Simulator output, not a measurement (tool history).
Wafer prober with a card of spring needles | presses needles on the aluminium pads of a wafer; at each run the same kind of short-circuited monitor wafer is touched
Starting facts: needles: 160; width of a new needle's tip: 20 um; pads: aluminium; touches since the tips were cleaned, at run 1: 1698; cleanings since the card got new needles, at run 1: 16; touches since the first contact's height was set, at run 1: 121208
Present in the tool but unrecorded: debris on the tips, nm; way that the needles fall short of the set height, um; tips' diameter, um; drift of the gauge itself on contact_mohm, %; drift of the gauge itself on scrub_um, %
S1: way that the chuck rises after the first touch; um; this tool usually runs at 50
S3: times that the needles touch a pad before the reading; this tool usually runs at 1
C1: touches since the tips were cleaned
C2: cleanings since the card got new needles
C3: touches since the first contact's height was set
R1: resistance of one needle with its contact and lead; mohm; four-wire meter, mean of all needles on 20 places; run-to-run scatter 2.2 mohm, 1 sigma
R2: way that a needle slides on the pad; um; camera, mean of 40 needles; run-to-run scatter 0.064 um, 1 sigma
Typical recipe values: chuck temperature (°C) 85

Run 1, day 0: usual settings; C1 1698; C2 16; C3 121208. Result: R1 373 mohm, R2 10.18 um.
At day 0.571: tips cleaned on abrasive film.
At day 1: height of the first contact set anew.
At day 1.404: tips cleaned on abrasive film.
Run 2, day 1.558: usual settings; C1 1278; C2 18; C3 4591. Result: R1 338 mohm, R2 9.8 um.
At day 2.212: tips cleaned on abrasive film.
At day 3.033: tips cleaned on abrasive film.
Run 3, day 3.392: usual settings; C1 2979; C2 20; C3 19691. Result: R1 434 mohm, R2 9.73 um.
At day 3.933: tips cleaned on abrasive film.
At day 4.696: height of the first contact set anew, once more.
At day 4.854: tips cleaned on abrasive film.
At day 5.704: tips cleaned on abrasive film.
Run 4, day 5.704: usual settings but chuck temperature (°C) 101; C1 0; C2 23; C3 8286. Result: R1 259 mohm, R2 10.28 um.
At day 6.496: tips cleaned on abrasive film.
At day 7.338: tips cleaned on abrasive film.
Run 5, day 7.658: usual settings but chuck temperature (°C) 101; C1 2682; C2 25; C3 24431. Result: R1 404 mohm, R2 10.16 um.
At day 8.154: tips cleaned on abrasive film.
Run 6, day 8.875: usual settings but chuck temperature (°C) 101; C1 5955; C2 26; C3 34449. Result: R1 477 mohm, R2 10.28 um.
At day 8.979: tips cleaned on abrasive film.
At day 9.758: tips cleaned on abrasive film.
Run 7, day 9.983: usual settings; C1 1869; C2 28; C3 43565. Result: R1 379 mohm, R2 10.18 um.
At day 10.633: tips cleaned on abrasive film.
Run 8, day 11.154: usual settings; C1 4318; C2 29; C3 53258. Result: R1 448 mohm, R2 10 um.
At day 11.467: tips cleaned on abrasive film.
At day 12.246: tips cleaned on abrasive film.
At day 13.008: tips cleaned on abrasive film.
Run 9, day 13.317: usual settings; C1 2577; C2 32; C3 71062. Result: R1 392 mohm, R2 10.07 um.
At day 13.8: tips cleaned on abrasive film.
Run 10, day 14.538: usual settings; C1 6110; C2 33; C3 81121. Result: R1 479 mohm, R2 10.02 um.
At day 14.65: tips cleaned on abrasive film.
At day 15.533: tips cleaned on abrasive film.
At day 16.35: tips cleaned on abrasive film.
Run 11, day 16.525: usual settings; C1 1428; C2 36; C3 97482. Result: R1 374 mohm, R2 9.99 um.
At day 17.129: tips cleaned on abrasive film.
At day 17.892: tips cleaned on abrasive film.
Run 12, day 18.179: usual settings but S1 62 um; C1 2371; C2 38; C3 111131. Result: R1 353 mohm, R2 12.18 um.
At day 18.704: tips cleaned on abrasive film.
Run 13, day 19.221: usual settings but S1 62 um; C1 4285; C2 39; C3 119737. Result: R1 392 mohm, R2 12.36 um.
At day 19.604: tips cleaned on abrasive film.
At day 20.371: height of the first contact set anew.
At day 20.525: tips cleaned on abrasive film.
Run 14, day 21.246: usual settings but S1 62 um; C1 5959; C2 41; C3 7207. Result: R1 398 mohm, R2 12.69 um.
At day 21.35: tips cleaned on abrasive film.
At day 22.183: tips cleaned on abrasive film.
At day 23.05: tips cleaned on abrasive film.
Run 15, day 23.346: usual settings but S1 62 um; C1 2480; C2 44; C3 24532. Result: R1 338 mohm, R2 12.71 um.
At day 23.946: tips cleaned on abrasive film.
Run 16, day 24.417: usual settings but S1 62 um, chuck temperature (°C) 44; C1 3888; C2 45; C3 33344. Result: R1 372 mohm, R2 12.68 um.
At day 24.804: tips cleaned on abrasive film.
At day 25.579: tips cleaned on abrasive film.
At day 26.425: tips cleaned on abrasive film.
Run 17, day 26.496: usual settings but S1 58 um, chuck temperature (°C) 33, S3 2; C1 603; C2 48; C3 50473. Result: R1 259 mohm, R2 11.74 um.
At day 27.271: tips cleaned on abrasive film.
At day 28.117: tips cleaned on abrasive film.
Run 18, day 28.254: usual settings but chuck temperature (°C) 26; C1 1151; C2 50; C3 64967. Result: R1 334 mohm, R2 10.13 um.
At day 28.904: tips cleaned on abrasive film.
At day 29.7: tips cleaned on abrasive film.
Run 19, day 29.817: usual settings but chuck temperature (°C) 86; C1 976; C2 52; C3 77844. Result: R1 347 mohm, R2 10 um.
At day 30.55: tips cleaned on abrasive film.
At day 31.321: tips cleaned on abrasive film.
At day 32.108: tips cleaned on abrasive film.
Run 20, day 32.108: usual settings but S1 32 um, chuck temperature (°C) 114; C1 0; C2 55; C3 96714. Result: R1 326 mohm, R2 6.33 um.
At day 32.867: tips cleaned on abrasive film.
At day 33.667: tips cleaned on abrasive film.
Run 21, day 34: usual settings but S1 32 um, chuck temperature (°C) 26, S3 2; C1 2762; C2 57; C3 112330. Result: R1 552 mohm, R2 6.18 um.
At day 34.517: tips cleaned on abrasive film.
At day 35.321: tips cleaned on abrasive film.
At day 36.092: tips cleaned on abrasive film.
At day 36.104: height of the first contact set anew.
Run 22, day 36.225: usual settings but S1 32 um, chuck temperature (°C) 26, S3 2; C1 989; C2 60; C3 989. Result: R1 353 mohm, R2 6.61 um.
At day 36.958: tips cleaned on abrasive film.
At day 37.879: tips cleaned on abrasive film.
Run 23, day 38.188: usual settings but S1 57 um, chuck temperature (°C) 48, S3 3; C1 2549; C2 62; C3 17187. Result: R1 286 mohm, R2 11.81 um.
At day 38.729: tips cleaned on abrasive film.
At day 39.6: tips cleaned on abrasive film.
Run 24, day 40.092: usual settings but S1 38 um, S3 2; C1 4061; C2 64; C3 32879. Result: R1 475 mohm, R2 7.83 um.
At day 40.388: tips cleaned on abrasive film.
At day 41.338: tips cleaned on abrasive film.
Run 25, day 41.833: usual settings but S1 38 um, S3 2; C1 4091; C2 66; C3 47240. Result: R1 465 mohm, R2 7.61 um.
At day 42.158: tips cleaned on abrasive film.
At day 42.938: tips cleaned on abrasive film.
Run 26, day 43.554: usual settings but S1 38 um, S3 2; C1 5098; C2 68; C3 61432. Result: R1 519 mohm, R2 7.65 um.
At day 43.708: tips cleaned on abrasive film.
At day 44.546: tips cleaned on abrasive film.
Run 27, day 45.192: usual settings but S1 38 um, S3 2; C1 5335; C2 70; C3 74939. Result: R1 508 mohm, R2 7.67 um.
At day 45.375: tips cleaned on abrasive film.
At day 46.192: tips cleaned on abrasive film.
Run 28, day 46.554: usual settings but S1 38 um, S3 2; C1 2989; C2 72; C3 86145. Result: R1 439 mohm, R2 7.74 um.
At day 47: tips cleaned on abrasive film.
At day 47.85: tips cleaned on abrasive film.
At day 48.7: tips cleaned on abrasive film.
Run 29, day 48.788: usual settings but S1 36 um, chuck temperature (°C) 51, S3 2; C1 721; C2 75; C3 104557. Result: R1 343 mohm, R2 7.01 um.
At day 49.504: tips cleaned on abrasive film.
Run 30, day 49.938: usual settings but S1 39 um, chuck temperature (°C) 32; C1 3589; C2 76; C3 114035. Result: R1 643 mohm, R2 7.63 um.

What differs in the tool's unlogged condition from the final listed run ahead of each entry between runs to the first listed run following it?
Run 1 -> run 2: tips cleaned on abrasive film (day 0.571); height of the first contact set anew (day 1); tips cleaned on abrasive film (day 1.404)
  debris on the tips, nm: 60.9 -> 42; way that the needles fall short of the set height, um: 1.68 -> 3.1; tips' diameter, um: 20.59 -> 20.67
  difference, measured minus the result without the unlogged condition, R1: +126 -> +93 mohm; R2: -0.34 -> -0.64 um
Run 2 -> run 3: tips cleaned on abrasive film (day 2.212); tips cleaned on abrasive film (day 3.033)
  debris on the tips, nm: 42 -> 83.6; way that the needles fall short of the set height, um: 3.1 -> 3.28; tips' diameter, um: 20.67 -> 20.73
  difference, measured minus the result without the unlogged condition, R1: +93 -> +185 mohm; R2: -0.64 -> -0.68 um
Run 3 -> run 4: tips cleaned on abrasive film (day 3.933); height of the first contact set anew, once more (day 4.696); tips cleaned on abrasive film (day 4.854); tips cleaned on abrasive film (day 5.704)
  debris on the tips, nm: 83.6 -> 5.2; way that the needles fall short of the set height, um: 3.28 -> 0.2; tips' diameter, um: 20.73 -> 20.84
  difference, measured minus the result without the unlogged condition, R1: +185 -> +11 mohm; R2: -0.68 -> -0.04 um
Run 4 -> run 5: tips cleaned on abrasive film (day 6.496); tips cleaned on abrasive film (day 7.338)
  debris on the tips, nm: 5.2 -> 80.2; way that the needles fall short of the set height, um: 0.2 -> 0.47; tips' diameter, um: 20.84 -> 20.94
  difference, measured minus the result without the unlogged condition, R1: +11 -> +155 mohm; R2: -0.04 -> -0.09 um
Run 5 -> run 6: tips cleaned on abrasive film (day 8.154)
  debris on the tips, nm: 80.2 -> 116; way that the needles fall short of the set height, um: 0.47 -> 0.57; tips' diameter, um: 20.94 -> 20.97
  difference, measured minus the result without the unlogged condition, R1: +155 -> +226 mohm; R2: -0.09 -> -0.12 um
Run 6 -> run 7: tips cleaned on abrasive film (day 8.979); tips cleaned on abrasive film (day 9.758)
  debris on the tips, nm: 116 -> 62.2; way that the needles fall short of the set height, um: 0.57 -> 0.81; tips' diameter, um: 20.97 -> 21.06
  difference, measured minus the result without the unlogged condition, R1: +226 -> +130 mohm; R2: -0.12 -> -0.17 um
Run 7 -> run 8: tips cleaned on abrasive film (day 10.633)
  debris on the tips, nm: 62.2 -> 96.2; way that the needles fall short of the set height, um: 0.81 -> 0.95; tips' diameter, um: 21.06 -> 21.1
  difference, measured minus the result without the unlogged condition, R1: +130 -> +200 mohm; R2: -0.17 -> -0.2 um
Run 8 -> run 9: tips cleaned on abrasive film (day 11.467); tips cleaned on abrasive film (day 12.246); tips cleaned on abrasive film (day 13.008)
  debris on the tips, nm: 96.2 -> 71.5; way that the needles fall short of the set height, um: 0.95 -> 1.28; tips' diameter, um: 21.1 -> 21.22
  difference, measured minus the result without the unlogged condition, R1: +200 -> +149 mohm; R2: -0.2 -> -0.27 um
Run 9 -> run 10: tips cleaned on abrasive film (day 13.8)
  debris on the tips, nm: 71.5 -> 113.1; way that the needles fall short of the set height, um: 1.28 -> 1.41; tips' diameter, um: 21.22 -> 21.27
  difference, measured minus the result without the unlogged condition, R1: +149 -> +237 mohm; R2: -0.27 -> -0.29 um
Run 10 -> run 11: tips cleaned on abrasive film (day 14.65); tips cleaned on abrasive film (day 15.533); tips cleaned on abrasive film (day 16.35)
  debris on the tips, nm: 113.1 -> 59.2; way that the needles fall short of the set height, um: 1.41 -> 1.73; tips' diameter, um: 21.27 -> 21.38
  difference, measured minus the result without the unlogged condition, R1: +237 -> +129 mohm; R2: -0.29 -> -0.36 um
Run 11 -> run 12: tips cleaned on abrasive film (day 17.129); tips cleaned on abrasive film (day 17.892)
  debris on the tips, nm: 59.2 -> 73.1; way that the needles fall short of the set height, um: 1.73 -> 1.94; tips' diameter, um: 21.38 -> 21.45
  difference, measured minus the result without the unlogged condition, R1: +129 -> +110 mohm; R2: -0.36 -> -0.39 um
Run 12 -> run 13: tips cleaned on abrasive film (day 18.704)
  debris on the tips, nm: 73.1 -> 100; way that the needles fall short of the set height, um: 1.94 -> 2.05; tips' diameter, um: 21.45 -> 21.49
  difference, measured minus the result without the unlogged condition, R1: +110 -> +149 mohm; R2: -0.39 -> -0.42 um
Run 13 -> run 14: tips cleaned on abrasive film (day 19.604); height of the first contact set anew (day 20.371); tips cleaned on abrasive film (day 20.525)
  debris on the tips, nm: 100 -> 112; way that the needles fall short of the set height, um: 2.05 -> 0.1; tips' diameter, um: 21.49 -> 21.56
  difference, measured minus the result without the unlogged condition, R1: +149 -> +158 mohm; R2: -0.42 -> -0.03 um
Run 14 -> run 15: tips cleaned on abrasive film (day 21.35); tips cleaned on abrasive film (day 22.183); tips cleaned on abrasive film (day 23.05)
  debris on the tips, nm: 112 -> 67.8; way that the needles fall short of the set height, um: 0.1 -> 0.42; tips' diameter, um: 21.56 -> 21.67
  difference, measured minus the result without the unlogged condition, R1: +158 -> +99 mohm; R2: -0.03 -> -0.09 um
Run 15 -> run 16: tips cleaned on abrasive film (day 23.946)
  debris on the tips, nm: 67.8 -> 91.1; way that the needles fall short of the set height, um: 0.42 -> 0.54; tips' diameter, um: 21.67 -> 21.72
  difference, measured minus the result without the unlogged condition, R1: +99 -> +141 mohm; R2: -0.09 -> -0.11 um
Run 16 -> run 17: tips cleaned on abrasive film (day 24.804); tips cleaned on abrasive film (day 25.579); tips cleaned on abrasive film (day 26.425)
  debris on the tips, nm: 91.1 -> 28.5; way that the needles fall short of the set height, um: 0.54 -> 0.86; tips' diameter, um: 21.72 -> 21.83
  difference, measured minus the result without the unlogged condition, R1: +141 -> +33 mohm; R2: -0.11 -> -0.18 um
Run 17 -> run 18: tips cleaned on abrasive film (day 27.271); tips cleaned on abrasive film (day 28.117)
  debris on the tips, nm: 28.5 -> 42.7; way that the needles fall short of the set height, um: 0.86 -> 1.07; tips' diameter, um: 21.83 -> 21.9
  difference, measured minus the result without the unlogged condition, R1: +33 -> +105 mohm; R2: -0.18 -> -0.22 um
Run 18 -> run 19: tips cleaned on abrasive film (day 28.904); tips cleaned on abrasive film (day 29.7)
  debris on the tips, nm: 42.7 -> 42.4; way that the needles fall short of the set height, um: 1.07 -> 1.25; tips' diameter, um: 21.9 -> 21.96
  difference, measured minus the result without the unlogged condition, R1: +105 -> +98 mohm; R2: -0.22 -> -0.26 um
Run 19 -> run 20: tips cleaned on abrasive film (day 30.55); tips cleaned on abrasive film (day 31.321); tips cleaned on abrasive film (day 32.108)
  debris on the tips, nm: 42.4 -> 8.2; way that the needles fall short of the set height, um: 1.25 -> 1.55; tips' diameter, um: 21.96 -> 22.07
  difference, measured minus the result without the unlogged condition, R1: +98 -> +50 mohm; R2: -0.26 -> -0.32 um
Run 20 -> run 21: tips cleaned on abrasive film (day 32.867); tips cleaned on abrasive film (day 33.667)
  debris on the tips, nm: 8.2 -> 81.8; way that the needles fall short of the set height, um: 1.55 -> 1.78; tips' diameter, um: 22.07 -> 22.15
  difference, measured minus the result without the unlogged condition, R1: +50 -> +304 mohm; R2: -0.32 -> -0.36 um
Run 21 -> run 22: tips cleaned on abrasive film (day 34.517); tips cleaned on abrasive film (day 35.321); tips cleaned on abrasive film (day 36.092); height of the first contact set anew (day 36.104)
  debris on the tips, nm: 81.8 -> 32.7; way that the needles fall short of the set height, um: 1.78 -> 0; tips' diameter, um: 22.15 -> 22.25
  difference, measured minus the result without the unlogged condition, R1: +304 -> +110 mohm; R2: -0.36 -> +0 um
Run 22 -> run 23: tips cleaned on abrasive film (day 36.958); tips cleaned on abrasive film (day 37.879)
  debris on the tips, nm: 32.7 -> 80.2; way that the needles fall short of the set height, um: 0 -> 0.22; tips' diameter, um: 22.25 -> 22.33
  difference, measured minus the result without the unlogged condition, R1: +110 -> +55 mohm; R2: +0 -> -0.04 um
Run 23 -> run 24: tips cleaned on abrasive film (day 38.729); tips cleaned on abrasive film (day 39.6)
  debris on the tips, nm: 80.2 -> 96.4; way that the needles fall short of the set height, um: 0.22 -> 0.43; tips' diameter, um: 22.33 -> 22.4
  difference, measured minus the result without the unlogged condition, R1: +55 -> +219 mohm; R2: -0.04 -> -0.08 um
Run 24 -> run 25: tips cleaned on abrasive film (day 40.388); tips cleaned on abrasive film (day 41.338)
  debris on the tips, nm: 96.4 -> 91.6; way that the needles fall short of the set height, um: 0.43 -> 0.63; tips' diameter, um: 22.4 -> 22.47
  difference, measured minus the result without the unlogged condition, R1: +219 -> +210 mohm; R2: -0.08 -> -0.14 um
Run 25 -> run 26: tips cleaned on abrasive film (day 42.158); tips cleaned on abrasive film (day 42.938)
  debris on the tips, nm: 91.6 -> 114; way that the needles fall short of the set height, um: 0.63 -> 0.84; tips' diameter, um: 22.47 -> 22.55
  difference, measured minus the result without the unlogged condition, R1: +210 -> +265 mohm; R2: -0.14 -> -0.18 um
Run 26 -> run 27: tips cleaned on abrasive film (day 43.708); tips cleaned on abrasive film (day 44.546)
  debris on the tips, nm: 114 -> 107.2; way that the needles fall short of the set height, um: 0.84 -> 1.06; tips' diameter, um: 22.55 -> 22.63
  difference, measured minus the result without the unlogged condition, R1: +265 -> +255 mohm; R2: -0.18 -> -0.22 um
Run 27 -> run 28: tips cleaned on abrasive film (day 45.375); tips cleaned on abrasive film (day 46.192)
  debris on the tips, nm: 107.2 -> 72.7; way that the needles fall short of the set height, um: 1.06 -> 1.3; tips' diameter, um: 22.63 -> 22.71
  difference, measured minus the result without the unlogged condition, R1: +255 -> +181 mohm; R2: -0.22 -> -0.27 um
Run 28 -> run 29: tips cleaned on abrasive film (day 47); tips cleaned on abrasive film (day 47.85); tips cleaned on abrasive film (day 48.7)
  debris on the tips, nm: 72.7 -> 32.3; way that the needles fall short of the set height, um: 1.3 -> 1.66; tips' diameter, um: 22.71 -> 22.84
  difference, measured minus the result without the unlogged condition, R1: +181 -> +99 mohm; R2: -0.27 -> -0.35 um
Run 29 -> run 30: tips cleaned on abrasive film (day 49.504)
  debris on the tips, nm: 32.3 -> 95.2; way that the needles fall short of the set height, um: 1.66 -> 1.77; tips' diameter, um: 22.84 -> 22.87
  difference, measured minus the result without the unlogged condition, R1: +99 -> +407 mohm; R2: -0.35 -> -0.36 um
